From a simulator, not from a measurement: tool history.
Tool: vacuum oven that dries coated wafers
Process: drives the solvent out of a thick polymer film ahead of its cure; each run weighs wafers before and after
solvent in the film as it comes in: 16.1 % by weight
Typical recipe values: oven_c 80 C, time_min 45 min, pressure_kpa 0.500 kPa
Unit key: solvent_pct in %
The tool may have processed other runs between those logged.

Run 1, day 0.000: usual settings. Result: solvent_pct 0.86 %.
Run 2, day 0.996: usual settings. Result: solvent_pct 0.87 %.
Run 3, day 2.246: usual settings. Result: solvent_pct 0.84 %.
Run 4, day 3.150: usual settings. Result: solvent_pct 0.83 %.
Run 5, day 4.367: usual settings but pressure_kpa 0.431 kPa. Result: solvent_pct 0.84 %.
Run 6, day 5.667: usual settings but pressure_kpa 0.431 kPa. Result: solvent_pct 0.78 %.
Run 7, day 6.971: usual settings but pressure_kpa 0.431 kPa. Result: solvent_pct 0.80 %.
Run 8, day 8.221: usual settings but pressure_kpa 0.431 kPa. Result: solvent_pct 0.78 %.
Run 9, day 9.229: usual settings but oven_c 74 C. Result: solvent_pct 1.94 %.
Run 10, day 10.012: usual settings but oven_c 74 C, time_min 40 min. Result: solvent_pct 2.31 %.
Run 11, day 10.667: usual settings but oven_c 75 C. Result: solvent_pct 1.70 %.
At day 11.525: oven's thermocouples calibrated.
Run 12, day 11.875: usual settings but oven_c 76 C, time_min 30 min, pressure_kpa 0.310 kPa. Result: solvent_pct 2.85 %.
Run 13, day 13.075: usual settings but oven_c 92 C. Result: solvent_pct 0.29 %.
Run 14, day 14.279: usual settings but oven_c 68 C, time_min 75 min, pressure_kpa 0.396 kPa. Result: solvent_pct 2.00 %.
Run 15, day 15.217: usual settings but oven_c 68 C, time_min 75 min, pressure_kpa 0.396 kPa. Result: solvent_pct 2.05 %.
Run 16, day 16.092: usual settings but oven_c 68 C, time_min 75 min, pressure_kpa 0.396 kPa. Result: solvent_pct 2.06 %.
Run 17, day 17.071: usual settings but oven_c 65 C, time_min 68 min, pressure_kpa 0.480 kPa. Result: solvent_pct 3.37 %.
Run 18, day 17.917: usual settings but oven_c 68 C, time_min 68 min, pressure_kpa 0.560 kPa. Result: solvent_pct 2.44 %.
Run 19, day 19.200: usual settings but oven_c 70 C, time_min 54 min. Result: solvent_pct 2.57 %.
Run 20, day 19.871: usual settings but oven_c 70 C, time_min 31 min, pressure_kpa 1.746 kPa. Result: solvent_pct 5.63 %.
Run 21, day 20.479: usual settings but oven_c 83 C, pressure_kpa 0.326 kPa. Result: solvent_pct 0.56 %.
Run 22, day 21.333: usual settings but oven_c 91 C, time_min 60 min, pressure_kpa 0.396 kPa. Result: solvent_pct 0.29 %.

Predict each of these 4 candidate next runs independently; none follows another, all start after run 22:
Run A, day 22.400: usual settings but oven_c 68 C, time_min 76 min, pressure_kpa 0.355 kPa. Result: solvent_pct ?.
Run B, day 22.400: usual settings but oven_c 89 C, time_min 48 min, pressure_kpa 0.492 kPa. Result: solvent_pct ?.
Run C, day 22.400: usual settings but oven_c 91 C, time_min 60 min, pressure_kpa 1.850 kPa. Result: solvent_pct ?.
Run D, day 22.400: usual settings but oven_c 89 C, time_min 43 min, pressure_kpa 1.358 kPa. Result: solvent_pct ?.

run  solvent_pct
  A         1.95
  B         0.38
  C         0.83
  D         0.72
What these runs would have given with no unlogged condition in the tool:
run  solvent_pct
  A         1.76
  B         0.22
  C         0.69
  D         0.58
